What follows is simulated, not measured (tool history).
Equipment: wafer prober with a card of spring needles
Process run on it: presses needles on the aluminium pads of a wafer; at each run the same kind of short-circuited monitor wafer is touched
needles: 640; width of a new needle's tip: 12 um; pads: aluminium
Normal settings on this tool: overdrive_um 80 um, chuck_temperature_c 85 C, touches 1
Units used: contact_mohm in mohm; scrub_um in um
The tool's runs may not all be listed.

run   hour  overdrive_um  chuck_temperature_c  touches  contact_mohm  scrub_um
  1      0            80                   85        1           114     12.04
         3  -- tips cleaned on abrasive film
         6  -- height of the first contact set anew
      24.8  -- tips cleaned on abrasive film
  2   31.5            80                   85        1           116     12.04
      46.9  -- tips cleaned on abrasive film
  3   53.9            80                   85        1           117     12.06
      70.3  -- tips cleaned on abrasive film
      93.2  -- tips cleaned on abrasive film
  4   93.2            80                   85        1           117     12.03
     114.1  -- tips cleaned on abrasive film
  5    126            80                   85        1           116        12
     135.3  -- tips cleaned on abrasive film
     156.2  -- tips cleaned on abrasive film
  6  170.2            80                   85        1           119     12.02
     176.8  -- tips cleaned on abrasive film
     197.9  -- tips cleaned on abrasive film
  7  203.4            80                   85        1           116     12.03
     219.2  -- tips cleaned on abrasive film
  8  234.1            80                   85        1           118     12.01
     241.2  -- tips cleaned on abrasive film
  9  256.3            80                   85        1           118     11.99
     261.8  -- tips cleaned on abrasive film
     283.4  -- tips cleaned on abrasive film
 10    295            80                   85        1           115     11.97
     305.2  -- tips cleaned on abrasive film
 11  317.3            92                   85        1           116     13.81
     328.7  -- tips cleaned on abrasive film
     350.3  -- tips cleaned on abrasive film
     356.5  -- height of the first contact set anew
 12  359.3            79                   85        1           117     11.83
     374.2  -- tips cleaned on abrasive film
     394.8  -- tips cleaned on abrasive film
 13  400.9            79                   85        1           119     11.84
       416  -- tips cleaned on abrasive film
 14  420.1            79                   85        1           117     11.83
     438.6  -- tips cleaned on abrasive film
 15  450.7            79                   85        1           111     11.83
     462.3  -- tips cleaned on abrasive film
 16  473.4            80                   64        1           116     11.96

Forecast run 17:
     482.8  -- tips cleaned on abrasive film
 17   494            80                   64        1             ?         ?

contact_mohm: 113 mohm
scrub_um: 11.97 um
With the hidden condition absent and the run-to-run variation left alone, this run would have shown contact_mohm 113 mohm, scrub_um 12.02 um.

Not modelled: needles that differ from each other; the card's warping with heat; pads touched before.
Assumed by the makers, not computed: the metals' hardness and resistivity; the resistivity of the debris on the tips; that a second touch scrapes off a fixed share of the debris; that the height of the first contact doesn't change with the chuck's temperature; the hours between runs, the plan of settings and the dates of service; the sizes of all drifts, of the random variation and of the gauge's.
